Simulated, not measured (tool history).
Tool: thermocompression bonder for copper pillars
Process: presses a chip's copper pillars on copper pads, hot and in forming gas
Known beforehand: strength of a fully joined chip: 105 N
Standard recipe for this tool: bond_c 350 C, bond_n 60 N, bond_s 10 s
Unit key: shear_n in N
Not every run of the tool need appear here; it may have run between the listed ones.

run	hour	bond_c	bond_n	bond_s	shear_n
1	0.0	350	60	10	38.8
2	32.1	350	56	10	36.3
3	59.2	350	60	10	38.5
4	77.3	350	60	10	38.7
5	114.1	350	60	10	38.6
6	135.7	350	69	10	43.8
7	154.6	359	60	10	42.5
8	178.9	350	60	10	38.1
9	215.1	350	60	10	38.3
10	241.0	350	60	10	38.1
11	266.6	350	60	10	38.1
# hour 284.6: forming gas filter changed
12	298.3	350	60	10	39.2
13	315.1	350	68	10	44.3
14	345.2	350	68	10	44.1
15	376.8	350	41	10	26.8
16	403.9	350	39	6	19.8
17	421.6	350	39	6	20.0
18	461.1	327	49	14	27.3
19	491.5	327	49	14	27.5
20	511.0	327	49	14	27.2
21	530.5	344	57	23	47.2
22	564.0	379	60	16	59.4

Forecast each of these 4 alternatives for the next run:
A	581.5	375	48	11	?
B	581.5	356	60	9	?
C	581.5	379	60	7	?
D	581.5	376	37	10	?

run	shear_n
A	42.0
B	39.3
C	45.0
D	31.8
What these runs would have given with no unlogged condition in the tool:
run	shear_n
A	43.2
B	40.4
C	46.3
D	32.7
